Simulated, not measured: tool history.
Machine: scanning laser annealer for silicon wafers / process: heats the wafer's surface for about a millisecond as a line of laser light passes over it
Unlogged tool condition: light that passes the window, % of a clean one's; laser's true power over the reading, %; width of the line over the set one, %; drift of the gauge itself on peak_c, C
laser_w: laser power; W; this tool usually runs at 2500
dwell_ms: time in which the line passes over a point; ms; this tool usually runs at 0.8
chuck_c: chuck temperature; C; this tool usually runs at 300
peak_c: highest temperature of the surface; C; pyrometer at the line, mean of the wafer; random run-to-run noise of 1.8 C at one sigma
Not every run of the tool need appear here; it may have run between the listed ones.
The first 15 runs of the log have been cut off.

run	hour	laser_w	dwell_ms	chuck_c	hours of work since the window was cleaned	hours of work since the power meter was calibrated	hours of work since the optics were aligned	peak_c
16	108.5	2500	0.8	270	239	202	1042	973
17	115.2	2687	0.8	270	242	205	1045	1036
18	123.5	2687	0.8	270	246	209	1048	1033
19	128	2687	0.8	270	248	211	1050	1036
20	132.6	2687	0.8	270	250	213	1052	1034
21	142.9	2687	0.8	270	254	217	1057	1037
22	151.4	2687	0.8	270	258	221	1061	1037
23	159.2	2687	0.8	334	261	224	1064	1095
24	167.5	2687	0.8	334	265	228	1068	1099

Run 25 has not been measured yet. What should we expect?
25	172.8	2234	0.692	272	267	231	1070	?

peak_c: 836 C
Take away the tool's hidden state, keep the run-to-run variation as it was, and the same run would have given peak_c 861 C.
